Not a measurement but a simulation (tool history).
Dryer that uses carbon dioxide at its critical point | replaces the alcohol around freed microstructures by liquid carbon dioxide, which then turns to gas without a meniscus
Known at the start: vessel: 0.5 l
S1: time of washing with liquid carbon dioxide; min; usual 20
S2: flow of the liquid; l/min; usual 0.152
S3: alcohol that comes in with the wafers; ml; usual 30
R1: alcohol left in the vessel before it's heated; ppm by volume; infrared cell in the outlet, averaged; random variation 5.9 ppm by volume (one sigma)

| run | hour | S1 | S2 | S3 | R1 |
|---|---|---|---|---|---|
| 1 | 0.0 | 20 | 0.152 | 30 | 383 |
| 2 | 19.4 | 20 | 0.152 | 30 | 412 |
| 3 | 29.8 | 20 | 0.152 | 23 | 344 |
| 4 | 43.9 | 20 | 0.152 | 65 | 815 |
| 5 | 54.6 | 20 | 0.152 | 65 | 790 |
| 6 | 67.7 | 20 | 0.222 | 65 | 179 |
| 7 | 86.4 | 20 | 0.152 | 29 | 420 |
| 8 | 97.2 | 20 | 0.152 | 29 | 436 |
| 9 | 118.7 | 20 | 0.152 | 29 | 449 |
| 10 | 138.9 | 20 | 0.152 | 30 | 466 |
| 11 | 148.9 | 20 | 0.152 | 30 | 459 |
| 12 | 157.9 | 20 | 0.152 | 30 | 461 |
| 13 | 177.0 | 20 | 0.152 | 30 | 486 |
| 14 | 191.6 | 31 | 0.115 | 72 | 453 |
| 15 | 204.7 | 13 | 0.098 | 57 | 12855 |
| 16 | 214.4 | 13 | 0.098 | 57 | 12832 |
| 17 | 234.1 | 20 | 0.136 | 32 | 778 |
| 18 | 243.3 | 16 | 0.219 | 96 | 769 |
| 19 | 252.3 | 25 | 0.109 | 96 | 2039 |
|  | 263.1 | inlet filter changed |
| 20 | 271.4 | 25 | 0.109 | 96 | 1183 |

4 ways to go on from here, each from the tool as it stands after run 20. What would each give?
| A | 287.3 | 24 | 0.115 | 82 | ? |
| B | 287.3 | 14 | 0.154 | 28 | ? |
| C | 287.3 | 20 | 0.152 | 76 | ? |
| D | 287.3 | 20 | 0.152 | 53 | ? |

| run | R1 |
|---|---|
| A | 1021 |
| B | 1124 |
| C | 648 |
| D | 498 |
Without the tool's hidden state the same runs would have given:
| run | R1 |
|---|---|
| A | 865 |
| B | 973 |
| C | 503 |
| D | 354 |
